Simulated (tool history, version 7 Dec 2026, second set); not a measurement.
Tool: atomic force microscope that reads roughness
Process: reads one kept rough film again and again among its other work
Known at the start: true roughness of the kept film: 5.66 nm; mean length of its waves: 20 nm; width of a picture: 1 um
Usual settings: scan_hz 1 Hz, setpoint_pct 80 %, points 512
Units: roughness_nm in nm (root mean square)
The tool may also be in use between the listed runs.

Run 1, hour 0: usual settings. Result: roughness_nm 3.367 nm (root mean square).
Run 2, hour 34.8: usual settings. Result: roughness_nm 3.253 nm (root mean square).
At hour 62.2: new tip fitted.
Run 3, hour 68.2: usual settings but setpoint_pct 78 %. Result: roughness_nm 4.118 nm (root mean square).
Run 4, hour 83.9: usual settings but scan_hz 2.08 Hz, setpoint_pct 78 %. Result: roughness_nm 3.762 nm (root mean square).
Run 5, hour 120: usual settings. Result: roughness_nm 3.776 nm (root mean square).
Run 6, hour 149.8: usual settings. Result: roughness_nm 3.669 nm (root mean square).
Run 7, hour 179.1: usual settings. Result: roughness_nm 3.503 nm (root mean square).
Run 8, hour 215.7: usual settings but setpoint_pct 88 %, points 1000. Result: roughness_nm 3.254 nm (root mean square).
Run 9, hour 235.8: usual settings but setpoint_pct 88 %, points 1000. Result: roughness_nm 3.176 nm (root mean square).
Run 10, hour 254.1: usual settings but setpoint_pct 88 %, points 1000. Result: roughness_nm 3.148 nm (root mean square).
Run 11, hour 290.5: usual settings but scan_hz 1.72 Hz, setpoint_pct 68 %. Result: roughness_nm 3.076 nm (root mean square).
At hour 305.8: new tip fitted.
Run 12, hour 321.7: usual settings but scan_hz 3.16 Hz, setpoint_pct 79 %. Result: roughness_nm 3.487 nm (root mean square).
Run 13, hour 340.2: usual settings but scan_hz 3.16 Hz, setpoint_pct 67 %, points 592. Result: roughness_nm 3.725 nm (root mean square).
Run 14, hour 368.7: usual settings but scan_hz 0.5 Hz, setpoint_pct 81 %. Result: roughness_nm 3.804 nm (root mean square).

4 ways to go on from here, each from the tool as it stands after run 14. What would each give?
Run A, hour 401: usual settings but scan_hz 1.54 Hz, setpoint_pct 81 %, points 941. Result: roughness_nm ?.
Run B, hour 401: usual settings but scan_hz 1.01 Hz, setpoint_pct 55 %, points 353. Result: roughness_nm ?.
Run C, hour 401: usual settings but scan_hz 1.09 Hz, setpoint_pct 81 %. Result: roughness_nm ?.
Run D, hour 401: usual settings but scan_hz 0.67 Hz, setpoint_pct 64 %, points 609. Result: roughness_nm ?.

run  roughness_nm
  A          3.42
  B         3.685
  C         3.498
  D         3.736
Without the tool's hidden state the same runs would have given:
run  roughness_nm
  A         3.971
  B          4.28
  C         4.063
  D         4.339

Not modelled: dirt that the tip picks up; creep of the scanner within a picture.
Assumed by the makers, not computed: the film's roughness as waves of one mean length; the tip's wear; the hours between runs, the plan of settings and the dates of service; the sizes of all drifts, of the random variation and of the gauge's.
